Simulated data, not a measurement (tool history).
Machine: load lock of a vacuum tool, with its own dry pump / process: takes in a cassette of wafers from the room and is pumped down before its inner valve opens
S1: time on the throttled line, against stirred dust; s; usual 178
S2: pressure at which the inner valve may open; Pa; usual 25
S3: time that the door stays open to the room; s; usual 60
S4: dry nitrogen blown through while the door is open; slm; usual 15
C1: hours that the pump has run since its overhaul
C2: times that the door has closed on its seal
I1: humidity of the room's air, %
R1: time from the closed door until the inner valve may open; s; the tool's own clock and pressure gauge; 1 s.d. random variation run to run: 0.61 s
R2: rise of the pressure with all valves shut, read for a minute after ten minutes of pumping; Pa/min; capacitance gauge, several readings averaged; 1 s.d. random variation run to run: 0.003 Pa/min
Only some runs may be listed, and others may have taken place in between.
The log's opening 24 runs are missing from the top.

Run 25, hour 6495.7: usual settings but S1 109 s; C1 15238; C2 2122; I1 43.5. Result: R1 201.9 s, R2 0.027 Pa/min.
Run 26, hour 6800.8: usual settings but S1 90 s, S4 10 slm; C1 15543; C2 3210; I1 45.4. Result: R1 185.7 s, R2 0.042 Pa/min.
Run 27, hour 7091: usual settings but S1 196 s, S3 156 s, S4 21 slm; C1 15833; C2 4245; I1 43.7. Result: R1 278.1 s, R2 0.048 Pa/min.
Run 28, hour 7306.8: usual settings but S1 196 s, S2 30 Pa, S3 47 s, S4 21 slm; C1 16049; C2 5014; I1 46.7. Result: R1 275.8 s, R2 0.04 Pa/min.
Run 29, hour 7683.9: usual settings but S1 233 s, S2 19 Pa, S3 47 s, S4 5 slm; C1 16426; C2 6358; I1 44.6. Result: R1 313.6 s, R2 0.063 Pa/min.
Run 30, hour 7894.8: usual settings but S1 233 s, S2 19 Pa, S3 47 s, S4 5 slm; C1 16637; C2 7110; I1 48.2. Result: R1 314 s, R2 0.067 Pa/min.
Run 31, hour 8063.8: usual settings but S1 233 s, S2 30 Pa, S3 177 s, S4 5 slm; C1 16806; C2 7712; I1 43. Result: R1 307.9 s, R2 0.096 Pa/min.
Run 32, hour 8251.2: usual settings but S1 97 s, S2 23 Pa, S3 80 s, S4 5 slm; C1 16993; C2 8380; I1 45.1. Result: R1 194.2 s, R2 0.092 Pa/min.
Run 33, hour 8567.4: usual settings but S1 229 s, S2 19 Pa, S3 29 s, S4 23 slm; C1 17309; C2 9507; I1 46.6. Result: R1 311.4 s, R2 0.073 Pa/min.
Run 34, hour 8898.7: usual settings but S1 350 s, S2 43 Pa, S3 29 s, S4 4 slm; C1 17641; C2 10688; I1 46.4. Result: R1 404.7 s, R2 0.095 Pa/min.
Run 35, hour 9144.7: usual settings but S1 208 s, S4 8 slm; C1 17887; C2 11565; I1 45.3. Result: R1 288.8 s, R2 0.108 Pa/min.
Run 36, hour 9329.4: usual settings but S1 208 s, S4 8 slm; C1 18071; C2 12224; I1 40. Result: R1 288.6 s, R2 0.104 Pa/min.
Run 37, hour 9509.7: usual settings but S1 208 s, S4 8 slm; C1 18252; C2 12867; I1 44.6. Result: R1 291.6 s, R2 0.113 Pa/min.

Forecast each of these 4 alternatives for the next run:
Run A, hour 9738.8: usual settings but S1 175 s, S4 8 slm; C1 18481; C2 13683; I1 44.7. Result: R1 ?, R2 ?.
Run B, hour 9738.8: usual settings but S1 91 s, S2 34 Pa, S4 37 slm; C1 18481; C2 13683; I1 41.2. Result: R1 ?, R2 ?.
Run C, hour 9738.8: usual settings but S4 18 slm; C1 18481; C2 13683; I1 42.9. Result: R1 ?, R2 ?.
Run D, hour 9738.8: usual settings but S1 259 s, S4 11 slm; C1 18481; C2 13683; I1 43.4. Result: R1 ?, R2 ?.

run     R1     R2
  A  261.3  0.123
  B  186.1  0.111
  C  264.7  0.116
  D  336.3   0.12
With the hidden condition removed and each run's random variation left untouched, the same runs would have given:
run     R1     R2
  A  247.7  0.023
  B  171.2  0.008
  C  251.1  0.014
  D  324.4  0.019

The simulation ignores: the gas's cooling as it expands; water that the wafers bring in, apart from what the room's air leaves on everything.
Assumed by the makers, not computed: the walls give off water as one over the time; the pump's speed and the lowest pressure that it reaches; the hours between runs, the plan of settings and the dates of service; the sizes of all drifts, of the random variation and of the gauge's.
